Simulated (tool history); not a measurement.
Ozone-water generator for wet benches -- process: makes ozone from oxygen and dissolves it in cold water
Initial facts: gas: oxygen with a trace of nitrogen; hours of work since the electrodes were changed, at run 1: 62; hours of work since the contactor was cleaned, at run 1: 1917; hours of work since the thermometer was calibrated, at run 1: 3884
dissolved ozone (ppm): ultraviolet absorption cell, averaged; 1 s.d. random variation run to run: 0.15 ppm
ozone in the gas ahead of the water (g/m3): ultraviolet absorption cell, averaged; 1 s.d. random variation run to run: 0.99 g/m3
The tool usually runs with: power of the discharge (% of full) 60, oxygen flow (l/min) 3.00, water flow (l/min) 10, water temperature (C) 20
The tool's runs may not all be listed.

run	hour	power of the discharge (% of full)	oxygen flow (l/min)	water flow (l/min)	water temperature (C)	hours of work since the electrodes were changed	hours of work since the contactor was cleaned	hours of work since the thermometer was calibrated	dissolved ozone (ppm)	ozone in the gas ahead of the water (g/m3)
1	0.0	60	3.00	10	20	62	1917	3884	18.4	171.5
2	26.3	60	3.00	10	20	82	1937	3904	18.8	169.4
3	49.9	60	3.00	10	20	100	1955	3922	18.4	169.9
4	65.8	60	3.00	10	20	112	1967	3934	18.4	170.5
5	87.0	60	3.00	14	20	129	1984	3950	14.5	171.7
6	118.0	60	3.00	14	20	152	2007	3974	14.3	171.2
7	147.0	60	1.98	10	20	174	2029	3996	16.6	194.8
8	181.7	60	1.98	10	20	201	2056	4022	16.8	194.7
9	210.7	60	3.00	10	20	223	2078	4044	18.2	170.7
10	240.6	60	3.00	10	20	245	2100	4067	18.6	172.0
11	262.3	60	3.00	10	20	262	2117	4083	18.2	169.7
# hour 296.6: water thermometer calibrated
12	298.9	60	3.00	10	20	289	2144	2	18.5	170.3
13	324.0	60	3.00	10	20	308	2163	21	18.4	170.5
14	342.2	60	3.00	10	20	322	2177	35	18.4	170.3
15	367.3	60	3.00	10	20	341	2196	54	18.5	171.0
16	396.3	60	3.00	10	20	363	2219	76	18.7	171.4
17	419.1	60	3.00	6	20	381	2236	93	25.3	170.3
18	454.5	60	3.00	6	20	408	2263	120	25.4	171.5
19	483.3	60	3.00	10	19	430	2285	142	18.8	170.8
20	519.8	60	3.00	10	19	457	2312	170	18.8	170.6
21	536.8	68	3.00	10	20	470	2325	183	19.9	184.1
22	567.5	68	3.00	10	20	494	2349	206	19.7	185.9
23	586.7	60	4.04	8	20	508	2363	221	21.9	153.9
24	610.7	74	5.02	7	13	527	2382	239	30.9	165.1
25	633.1	60	3.11	10	21	544	2399	256	18.4	169.4
26	661.7	60	3.11	10	21	565	2420	278	18.1	169.1
27	688.0	60	5.33	15	16	585	2440	298	16.3	144.1
28	703.0	67	3.00	10	20	597	2452	309	19.8	182.0
29	718.6	79	3.00	10	20	609	2464	321	21.6	201.3

Hidden condition of the tool, last listed run before each entry between runs versus first listed run after:
From run 11 to run 12: water thermometer calibrated (hour 296.6)
  true water temperature over the reading, C: 0.01 -> 0

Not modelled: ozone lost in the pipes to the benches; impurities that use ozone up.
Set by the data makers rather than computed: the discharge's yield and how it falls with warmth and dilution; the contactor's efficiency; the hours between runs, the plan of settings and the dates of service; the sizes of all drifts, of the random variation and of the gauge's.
